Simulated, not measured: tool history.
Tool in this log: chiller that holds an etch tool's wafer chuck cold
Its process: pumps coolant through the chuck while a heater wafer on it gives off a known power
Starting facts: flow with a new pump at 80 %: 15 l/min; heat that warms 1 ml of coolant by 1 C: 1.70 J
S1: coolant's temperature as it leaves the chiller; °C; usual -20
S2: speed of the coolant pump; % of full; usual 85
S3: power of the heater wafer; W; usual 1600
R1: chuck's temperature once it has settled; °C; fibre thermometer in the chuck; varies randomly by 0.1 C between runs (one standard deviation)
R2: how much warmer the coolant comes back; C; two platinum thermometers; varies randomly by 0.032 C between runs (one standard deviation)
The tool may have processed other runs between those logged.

| run | day | S1 | S2 | S3 | R1 | R2 |
|---|---|---|---|---|---|---|
| 1 | 0.000 | -20 | 85 | 1600 | -3.6 | 3.51 |
| 2 | 3.462 | -20 | 85 | 1600 | -3.5 | 3.56 |
| 3 | 8.258 | -20 | 85 | 1349 | -6.2 | 3.05 |
|  | 9.912 | coolant changed, channels flushed |
| 4 | 12.083 | -20 | 85 | 1600 | -3.5 | 3.64 |
| 5 | 17.279 | -20 | 85 | 1600 | -3.8 | 3.59 |
| 6 | 20.362 | -20 | 85 | 1241 | -7.2 | 2.80 |
| 7 | 24.808 | -19 | 85 | 1600 | -2.5 | 3.63 |
| 8 | 29.029 | -20 | 74 | 1600 | -1.5 | 4.25 |
| 9 | 33.146 | -20 | 82 | 1600 | -3.0 | 3.81 |
| 10 | 35.829 | -20 | 82 | 1600 | -3.1 | 3.81 |
| 11 | 41.200 | -26 | 65 | 904 | -14.5 | 2.83 |
| 12 | 44.921 | -26 | 65 | 904 | -14.3 | 2.90 |
| 13 | 47.425 | -22 | 65 | 1651 | -0.5 | 5.14 |
| 14 | 49.808 | -21 | 65 | 998 | -8.1 | 3.16 |
| 15 | 54.096 | -29 | 60 | 1154 | -12.9 | 4.03 |
| 16 | 59.188 | -15 | 66 | 1131 | -0.5 | 3.62 |

Predict each of these 4 candidate next runs independently; none follows another, all start after run 16:
| A | 64.029 | -23 | 68 | 2383 | ? | ? |
| B | 64.029 | -23 | 78 | 1392 | ? | ? |
| C | 64.029 | -20 | 85 | 848 | ? | ? |
| D | 64.029 | -28 | 92 | 1099 | ? | ? |

| run | R1 | R2 |
|---|---|---|
| A | 6.6 | 7.05 |
| B | -7.6 | 3.69 |
| C | -11.3 | 2.15 |
| D | -17.5 | 2.48 |
The same runs, with their run-to-run variation unchanged, on a tool lacking any hidden condition would have given:
| run | R1 | R2 |
|---|---|---|
| A | 6.6 | 6.77 |
| B | -7.6 | 3.42 |
| C | -11.3 | 1.88 |
| D | -17.5 | 2.20 |
